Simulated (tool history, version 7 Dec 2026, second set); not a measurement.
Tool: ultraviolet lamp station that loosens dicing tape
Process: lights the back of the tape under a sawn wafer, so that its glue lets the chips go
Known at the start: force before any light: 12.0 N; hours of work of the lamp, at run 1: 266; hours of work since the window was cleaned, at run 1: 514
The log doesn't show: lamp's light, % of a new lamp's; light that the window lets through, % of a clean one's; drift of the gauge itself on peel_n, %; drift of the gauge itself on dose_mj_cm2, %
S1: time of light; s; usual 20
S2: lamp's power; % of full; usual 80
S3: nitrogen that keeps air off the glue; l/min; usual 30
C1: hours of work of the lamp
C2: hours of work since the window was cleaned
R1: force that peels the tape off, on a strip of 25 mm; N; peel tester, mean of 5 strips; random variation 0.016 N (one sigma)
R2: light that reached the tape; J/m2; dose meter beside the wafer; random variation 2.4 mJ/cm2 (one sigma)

run	hour	S1	S2	S3	C1	C2	R1	R2
1	0.0	20	80	30	266	514	1.168	2120
2	25.2	20	80	10	276	524	2.686	2120
3	52.2	20	80	10	287	535	2.696	2080
4	65.8	16	80	30	293	541	1.832	1650
5	89.5	16	80	30	302	550	1.812	1670
6	112.2	16	80	30	311	559	1.898	1670
# hour 115.1: window cleaned of glue's vapour
7	133.5	20	100	30	320	7	0.944	2260
8	159.6	20	80	30	330	18	1.535	1810
9	175.8	20	80	40	337	24	1.242	1790
10	191.6	23	80	39	343	31	0.914	2100
11	204.4	25	80	22	348	36	1.263	2240
12	231.3	20	64	15	359	47	3.472	1430
# hour 236.9: window cleaned of glue's vapour, once more
13	249.9	12	62	30	366	5	3.395	1090
14	266.4	12	61	34	373	12	3.362	1070
15	284.0	12	61	34	380	19	3.307	1060

Forecast each of these 5 alternatives for the next run:
A	296.0	31	95	30	385	24	?	?
B	296.0	20	80	21	385	24	?	?
C	296.0	11	61	56	385	24	?	?
D	296.0	12	64	34	385	24	?	?
E	296.0	20	80	12	385	24	?	?

run	R1	R2
A	0.249	4290
B	1.294	2340
C	2.906	990
D	3.102	1120
E	1.998	2300
Without the tool's hidden state the same runs would have given:
run	R1	R2
A	0.223	4660
B	1.084	2540
C	2.580	1080
D	2.768	1220
E	1.725	2500
